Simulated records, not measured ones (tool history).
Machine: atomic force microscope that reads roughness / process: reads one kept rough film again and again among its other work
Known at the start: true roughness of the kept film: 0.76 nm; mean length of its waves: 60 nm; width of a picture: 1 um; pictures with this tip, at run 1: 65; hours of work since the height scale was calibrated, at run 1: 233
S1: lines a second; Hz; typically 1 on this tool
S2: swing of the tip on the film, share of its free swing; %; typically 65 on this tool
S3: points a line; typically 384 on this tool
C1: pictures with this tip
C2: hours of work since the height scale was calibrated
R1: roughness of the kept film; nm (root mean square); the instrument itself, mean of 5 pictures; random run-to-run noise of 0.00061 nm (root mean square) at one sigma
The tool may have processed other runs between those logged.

run   hour    S1  S2   S3   C1   C2      R1
  1      0     1  65  384   65  233  0.7418
  2   28.3     1  65  384   99  254  0.7421
  3   43.3     1  65  384  117  265  0.7427
  4   70.2     1  84  384  150  285  0.7247
  5   84.1     1  84  384  167  295  0.7252
  6   98.7     1  67  384  184  306  0.7411
  7  113.9     1  67  384  203  317  0.7399
  8  130.9     1  67  384  223  330  0.7413
  9  150.3     1  67  384  247  344  0.7406
 10  170.7     1  67  384  271  360  0.7408
 11  196.8   1.1  67  384  303  379  0.7396
     199.9  -- new tip fitted
 12    217  3.05  67  721   20  394  0.7207
 13  240.1  0.63  61  553   48  411  0.7475
 14  254.4  1.93  79  331   65  422  0.7119
 15  270.4  1.93  79  331   85  434  0.7112
 16  283.6     1  88  475  101  443  0.7206
 17  311.4     1  59  873  134  464  0.7465
 18    326     1  59  873  152  475   0.747
 19  353.2     1  66  292  185  495  0.7397
 20    380  0.72  65  384  217  515  0.7443

Branching from run 20: 5 alternative next runs. What would each branch give?
  A  404.4  0.72  62  344  246  533   ?
  B  404.4   3.9  67  384  246  533   ?
  C  404.4  1.43  66  806  246  533   ?
  D  404.4  0.61  88  470  246  533   ?
  E  404.4  0.54  65  494  246  533   ?

run      R1
  A  0.7461
  B  0.7097
  C  0.7375
  D  0.7317
  E  0.7478
With no hidden state in the tool, these same runs would have given:
run      R1
  A  0.7462
  B  0.7097
  C  0.7375
  D  0.7317
  E  0.7479
